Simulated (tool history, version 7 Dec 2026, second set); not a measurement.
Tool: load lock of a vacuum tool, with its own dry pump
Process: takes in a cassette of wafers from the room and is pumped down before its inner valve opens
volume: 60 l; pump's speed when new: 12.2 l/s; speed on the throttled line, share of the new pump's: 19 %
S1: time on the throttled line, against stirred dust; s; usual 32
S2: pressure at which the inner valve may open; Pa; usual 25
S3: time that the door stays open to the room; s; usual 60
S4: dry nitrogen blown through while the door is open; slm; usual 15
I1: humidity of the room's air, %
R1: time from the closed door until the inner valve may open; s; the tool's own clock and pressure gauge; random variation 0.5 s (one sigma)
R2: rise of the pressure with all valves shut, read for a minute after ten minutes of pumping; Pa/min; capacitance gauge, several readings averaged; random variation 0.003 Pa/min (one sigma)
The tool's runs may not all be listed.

run 1 hour=0 | S1=32 S2=25 S3=60 S4=15 | I1=43.6 | R1=67.9 R2=0.027
run 2 hour=87.6 | S1=32 S2=25 S3=60 S4=15 | I1=41.8 | R1=68.6 R2=0.032
run 3 hour=150.6 | S1=32 S2=25 S3=60 S4=15 | I1=46 | R1=68 R2=0.036
run 4 hour=206.4 | S1=32 S2=25 S3=60 S4=15 | I1=44.7 | R1=69.1 R2=0.033
run 5 hour=251.4 | S1=32 S2=25 S3=60 S4=15 | I1=45.9 | R1=68.8 R2=0.031
run 6 hour=330.5 | S1=32 S2=25 S3=60 S4=15 | I1=47.3 | R1=68.2 R2=0.034
run 7 hour=429.2 | S1=32 S2=25 S3=60 S4=15 | I1=43.7 | R1=69.3 R2=0.034
run 8 hour=498.8 | S1=32 S2=25 S3=60 S4=15 | I1=49.5 | R1=68.3 R2=0.04
run 9 hour=571.2 | S1=32 S2=25 S3=60 S4=15 | I1=44.1 | R1=69.5 R2=0.039
run 10 hour=621.6 | S1=32 S2=25 S3=154 S4=7 | I1=45.9 | R1=68.9 R2=0.057
run 11 hour=667.9 | S1=24 S2=20 S3=60 S4=15 | I1=44.7 | R1=64 R2=0.04
run 12 hour=731.7 | S1=24 S2=20 S3=60 S4=15 | I1=45.3 | R1=63.6 R2=0.033
run 13 hour=822.5 | S1=32 S2=48 S3=25 S4=15 | I1=45.1 | R1=66 R2=0.028
run 14 hour=919.8 | S1=32 S2=38 S3=55 S4=15 | I1=47.5 | R1=67.6 R2=0.04
run 15 hour=971.9 | S1=32 S2=38 S3=55 S4=15 | I1=43.4 | R1=66.5 R2=0.044
run 16 hour=1039.8 | S1=35 S2=38 S3=55 S4=15 | I1=45.6 | R1=69.5 R2=0.037

Forecast each of these 5 alternatives for the next run:
run A hour=1139.4 | S1=64 S2=25 S3=75 S4=15 | I1=44.6 | R1=? R2=?
run B hour=1139.4 | S1=35 S2=25 S3=60 S4=26 | I1=49.4 | R1=? R2=?
run C hour=1139.4 | S1=34 S2=38 S3=55 S4=9 | I1=46.7 | R1=? R2=?
run D hour=1139.4 | S1=18 S2=38 S3=132 S4=15 | I1=46 | R1=? R2=?
run E hour=1139.4 | S1=32 S2=25 S3=239 S4=15 | I1=43.1 | R1=? R2=?

run=A R1=94.6 R2=0.047
run=B R1=71.8 R2=0.034
run=C R1=68.4 R2=0.045
run=D R1=55.6 R2=0.047
run=E R1=68.6 R2=0.051
Without the tool's hidden state the same runs would have given:
run=A R1=93 R2=0.033
run=B R1=69.8 R2=0.02
run=C R1=66.5 R2=0.032
run=D R1=53.6 R2=0.034
run=E R1=66.5 R2=0.037
